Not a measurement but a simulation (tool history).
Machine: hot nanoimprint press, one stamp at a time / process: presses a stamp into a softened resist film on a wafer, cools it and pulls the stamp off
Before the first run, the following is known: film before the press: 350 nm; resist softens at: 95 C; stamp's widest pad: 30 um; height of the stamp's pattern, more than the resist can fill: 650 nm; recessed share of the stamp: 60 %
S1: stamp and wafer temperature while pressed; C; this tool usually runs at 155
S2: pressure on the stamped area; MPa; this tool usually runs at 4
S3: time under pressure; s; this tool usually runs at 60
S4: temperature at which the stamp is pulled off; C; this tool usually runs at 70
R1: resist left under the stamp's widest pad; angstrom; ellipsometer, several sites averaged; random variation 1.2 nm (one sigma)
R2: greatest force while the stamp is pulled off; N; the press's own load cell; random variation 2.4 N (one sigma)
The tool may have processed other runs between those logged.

run 1 hour=0 | S1=155 S2=4 S3=60 S4=70 | R1=1805 R2=119
run 2 hour=42.7 | S1=155 S2=4 S3=60 S4=70 | R1=1820 R2=120
run 3 hour=72.1 | S1=155 S2=4 S3=60 S4=70 | R1=1821 R2=121
run 4 hour=118.2 | S1=155 S2=4 S3=60 S4=70 | R1=1830 R2=122
run 5 hour=154 | S1=155 S2=4 S3=60 S4=70 | R1=1829 R2=124
run 6 hour=183.1 | S1=148 S2=4 S3=60 S4=70 | R1=2585 R2=124
run 7 hour=232.4 | S1=148 S2=4 S3=60 S4=70 | R1=2633 R2=127
run 8 hour=278.7 | S1=160 S2=4 S3=60 S4=70 | R1=1361 R2=126
run 9 hour=322.9 | S1=158 S2=4 S3=60 S4=70 | R1=1566 R2=130
run 10 hour=372.5 | S1=158 S2=4 S3=60 S4=70 | R1=1588 R2=133
run 11 hour=395 | S1=158 S2=4 S3=60 S4=70 | R1=1575 R2=131
run 12 hour=444.5 | S1=158 S2=4 S3=35 S4=70 | R1=1937 R2=131
run 13 hour=493.3 | S1=155 S2=2.57 S3=60 S4=58 | R1=2231 R2=172
-- hour=499.8 plate thermocouple calibrated
run 14 hour=520.8 | S1=155 S2=5.15 S3=73 S4=77 | R1=1704 R2=108
run 15 hour=574.2 | S1=152 S2=4 S3=86 S4=62 | R1=2127 R2=165
run 16 hour=617.8 | S1=152 S2=3.6 S3=53 S4=60 | R1=2529 R2=177
run 17 hour=670.4 | S1=152 S2=3.6 S3=53 S4=60 | R1=2549 R2=183
run 18 hour=710.6 | S1=155 S2=3.32 S3=60 S4=66 | R1=2203 R2=153
-- hour=717.8 plate thermocouple calibrated, once more
run 19 hour=742.5 | S1=158 S2=4.13 S3=60 S4=66 | R1=1462 R2=151
run 20 hour=790.8 | S1=154 S2=2.83 S3=31 S4=71 | R1=2567 R2=131

What if the next run were any one of these 4? Each begins from the tool's condition after run 20:
-- hour=825.6 stamp cleaned and given a new release coat
run A hour=834 | S1=152 S2=2.86 S3=60 S4=70 | R1=? R2=?
-- hour=825.6 stamp cleaned and given a new release coat
run B hour=834 | S1=154 S2=2.83 S3=31 S4=60 | R1=? R2=?
-- hour=825.6 stamp cleaned and given a new release coat
run C hour=834 | S1=154 S2=4.56 S3=33 S4=71 | R1=? R2=?
-- hour=825.6 stamp cleaned and given a new release coat
run D hour=834 | S1=163 S2=4 S3=60 S4=67 | R1=? R2=?

run=A R1=2360 R2=105
run=B R1=2546 R2=132
run=C R1=2178 R2=108
run=D R1=1109 R2=117
Stripped of hidden state, with their random variation kept, the same runs would have yielded:
run=A R1=2329 R2=105
run=B R1=2518 R2=131
run=C R1=2144 R2=107
run=D R1=1088 R2=116

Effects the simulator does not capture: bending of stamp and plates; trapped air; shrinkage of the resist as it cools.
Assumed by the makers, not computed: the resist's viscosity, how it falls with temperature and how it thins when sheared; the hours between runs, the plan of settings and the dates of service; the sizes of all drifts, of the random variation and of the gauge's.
